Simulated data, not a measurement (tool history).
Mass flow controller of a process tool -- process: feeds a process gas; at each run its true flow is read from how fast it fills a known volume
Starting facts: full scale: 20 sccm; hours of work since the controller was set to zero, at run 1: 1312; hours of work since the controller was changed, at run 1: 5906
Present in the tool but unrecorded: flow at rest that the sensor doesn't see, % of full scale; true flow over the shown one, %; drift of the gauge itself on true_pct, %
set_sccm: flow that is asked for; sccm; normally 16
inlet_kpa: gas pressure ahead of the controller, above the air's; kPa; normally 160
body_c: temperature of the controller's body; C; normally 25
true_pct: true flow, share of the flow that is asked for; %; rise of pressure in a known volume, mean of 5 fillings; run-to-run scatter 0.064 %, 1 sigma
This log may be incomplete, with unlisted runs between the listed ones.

run	day	set_sccm	inlet_kpa	body_c	hours of work since the controller was set to zero	hours of work since the controller was changed	true_pct
1	0.000	16	160	25	1312	5906	99.44
2	17.358	16	160	25	1484	6078	99.34
3	30.400	16	160	25	1614	6208	99.41
4	37.625	16	160	25	1686	6280	99.41
5	47.433	16	160	25	1784	6378	99.37
6	55.129	16	160	25	1860	6454	99.37
7	66.675	16	160	25	1975	6569	99.48
8	75.525	16	188	25	2063	6657	99.49
9	87.958	16	188	25	2187	6781	99.47
10	95.538	11	270	37	2262	6856	98.58
11	105.017	8	209	25	2357	6951	98.51
12	117.442	3	246	37	2480	7074	97.54
13	127.258	3	246	37	2578	7172	97.46
14	144.538	6	239	25	2750	7344	98.37
15	161.904	2	239	31	2923	7517	97.59
16	174.788	2	239	31	3051	7645	97.67
17	185.638	3	239	31	3159	7753	97.61

Below are 4 alternative next runs, each starting from the tool's condition after run 17. Predict each:
A	201.042	5	239	31	3312	7906	?
B	201.042	3	239	24	3312	7906	?
C	201.042	3	249	31	3312	7906	?
D	201.042	3	160	29	3312	7906	?

run	true_pct
A	97.91
B	97.83
C	97.66
D	97.66
Take away the tool's hidden state, keep each run's random variation, and the runs would have read:
run	true_pct
A	97.92
B	97.85
C	97.68
D	97.67

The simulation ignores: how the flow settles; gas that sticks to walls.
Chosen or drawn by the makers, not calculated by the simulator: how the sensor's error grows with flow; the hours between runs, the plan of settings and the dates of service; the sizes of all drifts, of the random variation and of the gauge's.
